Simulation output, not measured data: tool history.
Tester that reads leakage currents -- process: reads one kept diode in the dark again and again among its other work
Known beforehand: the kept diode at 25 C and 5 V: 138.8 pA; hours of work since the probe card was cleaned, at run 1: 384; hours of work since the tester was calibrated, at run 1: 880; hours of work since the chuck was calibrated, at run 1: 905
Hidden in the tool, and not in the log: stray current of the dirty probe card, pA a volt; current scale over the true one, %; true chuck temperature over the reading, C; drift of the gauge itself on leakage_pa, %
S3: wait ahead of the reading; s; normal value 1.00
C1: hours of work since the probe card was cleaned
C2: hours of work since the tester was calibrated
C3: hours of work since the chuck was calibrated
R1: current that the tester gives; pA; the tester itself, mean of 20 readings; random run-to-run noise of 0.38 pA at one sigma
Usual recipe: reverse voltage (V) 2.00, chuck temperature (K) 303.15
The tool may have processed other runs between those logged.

run 1 day=0.000 | reverse_voltage_(V)=2.00 chuck_temperature_(K)=303.15 S3=1.00 | C1=384 C2=880 C3=905 | R1=132.77
run 2 day=1.000 | reverse_voltage_(V)=3.30 chuck_temperature_(K)=303.15 S3=1.00 | C1=394 C2=891 C3=916 | R1=171.72
run 3 day=2.683 | reverse_voltage_(V)=2.00 chuck_temperature_(K)=303.15 S3=0.69 | C1=412 C2=908 C3=933 | R1=133.27
run 4 day=4.317 | reverse_voltage_(V)=1.07 chuck_temperature_(K)=303.15 S3=0.69 | C1=429 C2=925 C3=950 | R1=95.89
run 5 day=5.979 | reverse_voltage_(V)=1.07 chuck_temperature_(K)=303.15 S3=2.43 | C1=446 C2=943 C3=968 | R1=95.88
run 6 day=7.533 | reverse_voltage_(V)=1.07 chuck_temperature_(K)=303.15 S3=2.43 | C1=462 C2=959 C3=984 | R1=96.67
run 7 day=8.942 | reverse_voltage_(V)=9.21 chuck_temperature_(K)=303.15 S3=0.56 | C1=477 C2=974 C3=999 | R1=297.03
run 8 day=9.742 | reverse_voltage_(V)=19.29 chuck_temperature_(K)=299.15 S3=0.64 | C1=485 C2=982 C3=1007 | R1=322.95
run 9 day=11.008 | reverse_voltage_(V)=4.37 chuck_temperature_(K)=329.15 S3=7.63 | C1=499 C2=995 C3=1020 | R1=1188.95
run 10 day=12.092 | reverse_voltage_(V)=4.37 chuck_temperature_(K)=299.15 S3=0.33 | C1=510 C2=1007 C3=1032 | R1=150.41
run 11 day=13.096 | reverse_voltage_(V)=4.37 chuck_temperature_(K)=299.15 S3=0.33 | C1=520 C2=1017 C3=1042 | R1=150.17

Had the tool no unlogged condition, and each run kept its random variation, what would the results have been?
run=1 R1=127.24
run=2 R1=164.42
run=3 R1=127.53
run=4 R1=91.69
run=5 R1=91.59
run=6 R1=92.26
run=7 R1=282.88
run=8 R1=306.21
run=9 R1=1143.93
run=10 R1=142.84
run=11 R1=142.52
